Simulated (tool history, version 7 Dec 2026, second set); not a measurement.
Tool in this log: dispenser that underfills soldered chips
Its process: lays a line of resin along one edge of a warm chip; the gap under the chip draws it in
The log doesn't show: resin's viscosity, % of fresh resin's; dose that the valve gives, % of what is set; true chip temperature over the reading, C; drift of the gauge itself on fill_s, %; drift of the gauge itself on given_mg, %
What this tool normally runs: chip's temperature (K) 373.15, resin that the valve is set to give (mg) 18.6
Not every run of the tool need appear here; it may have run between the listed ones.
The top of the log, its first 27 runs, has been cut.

run,hour,chip's temperature (K),resin that the valve is set to give (mg),hours of work since the syringe was changed,hours of work since the valve was cleaned,hours of work since the stage was calibrated,time until the resin shows at the far edge (s),resin that the valve gave (mg)
28,142.0,371.15,18.6,4,26,256,74.4,18.12
29,145.6,383.15,21.4,7,29,258,51.6,20.72
# hour 150.1: new syringe of resin
30,150.2,373.15,18.2,0,32,262,57.6,17.64
31,153.4,373.15,18.2,3,35,264,65.1,17.48
32,160.3,383.15,16.8,8,40,269,54.1,16.08
# hour 164.0: new syringe of resin
33,165.2,383.15,16.8,1,43,273,42.6,16.20
34,168.8,373.15,21.0,4,46,276,66.5,20.15
35,174.8,373.15,21.0,8,51,280,77.7,20.14

Consider 4 possible next runs. They are alternatives, not a sequence: every one starts from the tool as it was left by run 35. What does each give?
# hour 177.8: new syringe of resin
A,179.8,364.15,21.0,1,54,284,?,?
# hour 177.8: new syringe of resin
B,179.8,387.15,18.6,1,54,284,?,?
# hour 177.8: new syringe of resin
C,179.8,373.15,21.0,1,54,284,?,?
# hour 177.8: new syringe of resin
D,179.8,360.15,23.1,1,54,284,?,?

run,time until the resin shows at the far edge (s),resin that the valve gave (mg)
A,86.0,19.82
B,37.1,17.68
C,62.2,20.03
D,100.1,22.04
What these runs would have given with no unlogged condition in the tool:
run,time until the resin shows at the far edge (s),resin that the valve gave (mg)
A,82.9,20.85
B,35.5,18.58
C,59.8,21.06
D,96.7,23.17
